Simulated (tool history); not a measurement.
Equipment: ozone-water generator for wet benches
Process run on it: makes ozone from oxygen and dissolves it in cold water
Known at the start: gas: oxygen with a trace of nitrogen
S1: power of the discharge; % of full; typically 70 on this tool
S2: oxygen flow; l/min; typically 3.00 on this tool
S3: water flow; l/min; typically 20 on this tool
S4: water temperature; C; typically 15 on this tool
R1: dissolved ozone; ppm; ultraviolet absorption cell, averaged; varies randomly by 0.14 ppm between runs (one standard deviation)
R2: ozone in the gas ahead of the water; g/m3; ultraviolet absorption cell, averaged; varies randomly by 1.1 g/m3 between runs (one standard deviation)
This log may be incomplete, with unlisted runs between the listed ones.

run,hour,S1,S2,S3,S4,R1,R2
1,0.0,70,3.00,20,15,15.4,189.7
2,31.9,70,3.00,20,15,15.2,191.5
3,52.5,70,3.00,20,15,15.1,191.1
4,81.1,70,3.00,20,15,15.5,190.3
5,106.3,70,3.00,20,15,15.3,190.8
6,138.8,70,3.00,20,15,15.3,191.5
7,188.6,70,3.00,20,15,15.4,192.1
8,235.8,70,3.00,20,15,15.6,191.5
9,283.6,45,3.00,20,15,10.2,126.8
10,312.5,45,3.00,20,15,10.1,127.2
11,353.4,70,1.62,20,15,11.7,237.6
12,399.3,70,3.00,18,15,17.3,190.4
13,448.9,70,3.00,18,15,17.1,191.3
14,497.4,70,2.04,20,14,13.2,218.5
15,527.6,52,3.00,20,15,11.9,143.1
16,576.8,52,3.00,20,15,11.6,146.1
17,622.9,52,3.00,20,15,11.8,145.5
18,645.5,70,2.83,20,11,15.7,196.5
19,666.0,70,2.06,14,15,19.1,219.5
20,704.6,70,2.06,14,15,19.0,220.5
21,737.0,70,2.01,23,15,11.3,221.5
22,780.4,54,5.18,21,15,13.6,125.9
23,829.8,54,5.18,21,15,13.5,126.5
24,863.0,69,5.18,21,23,15.2,159.3
25,896.0,69,5.18,21,23,15.7,158.6

Predict each of these 4 candidate next runs independently; none follows another, all start after run 25:
A,918.2,70,4.45,21,17,?,?
B,918.2,87,3.47,21,23,?,?
C,918.2,70,2.95,13,14,?,?
D,918.2,70,2.13,20,9,?,?

run,R1,R2
A,16.0,169.6
B,17.2,226.2
C,23.3,194.4
D,14.2,217.0
Take away the tool's hidden state, keep each run's random variation, and the runs would have read:
run,R1,R2
A,16.0,166.7
B,17.2,222.4
C,23.4,191.1
D,14.2,213.4

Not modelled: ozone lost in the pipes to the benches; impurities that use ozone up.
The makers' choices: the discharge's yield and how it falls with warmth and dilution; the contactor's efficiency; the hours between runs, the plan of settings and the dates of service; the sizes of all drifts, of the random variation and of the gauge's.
